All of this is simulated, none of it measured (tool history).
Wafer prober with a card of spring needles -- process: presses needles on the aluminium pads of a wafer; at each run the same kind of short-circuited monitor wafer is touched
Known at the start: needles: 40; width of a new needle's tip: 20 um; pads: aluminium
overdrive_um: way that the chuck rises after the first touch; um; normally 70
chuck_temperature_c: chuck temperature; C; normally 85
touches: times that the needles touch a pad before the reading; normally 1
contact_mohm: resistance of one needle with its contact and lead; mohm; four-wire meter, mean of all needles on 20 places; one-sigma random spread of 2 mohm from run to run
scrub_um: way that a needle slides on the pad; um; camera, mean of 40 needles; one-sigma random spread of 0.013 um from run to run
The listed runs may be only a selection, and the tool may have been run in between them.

run	hour	overdrive_um	chuck_temperature_c	touches	contact_mohm	scrub_um
1	0.0	70	85	1	235	16.68
2	10.1	70	85	2	293	16.66
# hour 18.0: tips cleaned on abrasive film
3	24.2	70	85	2	269	16.65
# hour 35.1: tips cleaned on abrasive film
4	42.6	70	85	2	276	16.62
# hour 52.8: tips cleaned on abrasive film
5	60.3	70	85	2	273	16.61
# hour 71.1: tips cleaned on abrasive film
6	72.1	70	85	2	236	16.56
# hour 88.8: tips cleaned on abrasive film
7	93.2	70	85	1	294	16.56
8	104.1	70	85	1	361	16.54
# hour 106.8: tips cleaned on abrasive film
9	123.4	70	85	1	370	16.54
# hour 125.5: tips cleaned on abrasive film
10	133.1	87	85	1	283	20.55
# hour 143.2: tips cleaned on abrasive film
11	155.0	87	85	1	303	20.53
# hour 160.8: tips cleaned on abrasive film
12	165.2	70	85	1	291	16.44
# hour 178.2: tips cleaned on abrasive film
13	178.2	70	85	2	228	16.44
# hour 191.6: height of the first contact set anew
14	193.9	70	85	1	372	16.72
# hour 195.8: tips cleaned on abrasive film
15	208.3	70	85	2	294	16.67
# hour 213.6: tips cleaned on abrasive film
16	225.4	70	85	2	289	16.65
# hour 231.0: tips cleaned on abrasive film
17	247.0	70	85	2	315	16.66
# hour 248.4: tips cleaned on abrasive film
18	261.6	70	85	2	305	16.62
# hour 266.7: tips cleaned on abrasive film
19	272.0	64	43	3	248	15.17
# hour 284.1: tips cleaned on abrasive film
20	291.3	64	43	3	254	15.12
# hour 301.0: tips cleaned on abrasive film
21	301.4	64	43	3	217	15.13
# hour 318.9: tips cleaned on abrasive film
22	321.5	86	28	2	224	20.34
# hour 336.0: tips cleaned on abrasive film
23	340.4	68	85	2	265	16.04
24	350.1	56	97	2	360	13.16
# hour 353.1: tips cleaned on abrasive film
# hour 370.4: tips cleaned on abrasive film
25	372.5	56	97	2	271	13.11
# hour 384.5: height of the first contact set anew
# hour 388.3: tips cleaned on abrasive film
26	389.7	56	97	2	272	13.34
# hour 405.5: tips cleaned on abrasive film
27	411.7	56	97	2	315	13.29
# hour 423.1: tips cleaned on abrasive film
28	423.1	52	43	1	242	12.34
29	433.4	59	123	1	402	14.00
# hour 440.6: tips cleaned on abrasive film
30	449.2	51	85	1	433	12.07
# hour 458.0: tips cleaned on abrasive film
31	463.9	51	85	1	393	12.05
# hour 475.8: tips cleaned on abrasive film
32	483.9	82	90	1	294	19.42
# hour 493.2: tips cleaned on abrasive film
33	496.3	84	57	3	225	19.87

Alternative continuations, all from the tool just after run 33; predict every row:
# hour 510.9: tips cleaned on abrasive film
A	514.4	78	57	3	?	?
# hour 510.9: tips cleaned on abrasive film
B	514.4	76	57	3	?	?
# hour 510.9: tips cleaned on abrasive film
C	514.4	69	57	2	?	?

run	contact_mohm	scrub_um
A	229	18.41
B	232	17.94
C	257	16.25
Without the tool's hidden state the same runs would have given:
run	contact_mohm	scrub_um
A	206	18.60
B	208	18.13
C	211	16.45

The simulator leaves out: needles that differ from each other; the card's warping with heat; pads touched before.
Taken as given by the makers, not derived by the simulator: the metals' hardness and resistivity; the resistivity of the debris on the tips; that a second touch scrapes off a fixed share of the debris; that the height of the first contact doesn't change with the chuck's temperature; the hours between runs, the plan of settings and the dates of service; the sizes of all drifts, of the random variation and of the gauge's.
